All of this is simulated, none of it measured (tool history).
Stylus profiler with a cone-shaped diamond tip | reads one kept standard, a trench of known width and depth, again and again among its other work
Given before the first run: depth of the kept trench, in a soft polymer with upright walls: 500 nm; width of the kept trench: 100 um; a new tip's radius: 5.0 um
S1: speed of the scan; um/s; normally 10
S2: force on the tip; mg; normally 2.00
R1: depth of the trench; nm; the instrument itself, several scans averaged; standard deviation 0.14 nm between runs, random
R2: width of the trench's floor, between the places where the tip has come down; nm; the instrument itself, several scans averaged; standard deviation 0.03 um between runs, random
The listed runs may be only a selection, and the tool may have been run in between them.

| run | hour | S1 | S2 | R1 | R2 |
|---|---|---|---|---|---|
| 1 | 0.0 | 10 | 2.00 | 501.06 | 93660 |
| 2 | 28.5 | 10 | 2.00 | 500.77 | 93650 |
| 3 | 61.6 | 10 | 2.00 | 500.96 | 93570 |
| 4 | 100.0 | 10 | 2.00 | 500.67 | 93500 |
| 5 | 124.1 | 10 | 2.90 | 501.48 | 93520 |
| 6 | 150.1 | 10 | 2.90 | 501.48 | 93440 |
| 7 | 185.2 | 10 | 2.34 | 500.58 | 93430 |
|  | 189.1 | height scale calibrated on a step standard |
| 8 | 219.4 | 10 | 2.34 | 499.92 | 93330 |
| 9 | 246.9 | 2 | 3.39 | 500.77 | 93320 |
| 10 | 285.6 | 2 | 3.39 | 500.59 | 93240 |
| 11 | 316.8 | 18 | 2.73 | 500.03 | 93190 |
| 12 | 340.1 | 25 | 1.79 | 498.84 | 93120 |
| 13 | 361.6 | 25 | 1.79 | 498.97 | 93040 |
|  | 378.6 | height scale calibrated on a step standard, once more |
| 14 | 397.7 | 25 | 1.79 | 502.60 | 93030 |
| 15 | 424.7 | 17 | 4.74 | 505.17 | 93070 |
| 16 | 451.1 | 3 | 1.34 | 502.13 | 93010 |

Below are 5 alternative next runs, each starting from the tool's condition after run 16. Predict each:
| A | 478.8 | 3 | 3.02 | ? | ? |
| B | 478.8 | 8 | 1.43 | ? | ? |
| C | 478.8 | 8 | 1.34 | ? | ? |
| D | 478.8 | 2 | 1.25 | ? | ? |
| E | 478.8 | 35 | 4.16 | ? | ? |

| run | R1 | R2 |
|---|---|---|
| A | 503.75 | 93010 |
| B | 502.30 | 93010 |
| C | 501.85 | 92950 |
| D | 502.04 | 92990 |
| E | 504.79 | 92900 |
Stripped of hidden state, with their random variation kept, the same runs would have yielded:
| run | R1 | R2 |
|---|---|---|
| A | 503.94 | 95620 |
| B | 502.49 | 95620 |
| C | 502.04 | 95560 |
| D | 502.22 | 95600 |
| E | 504.98 | 95500 |
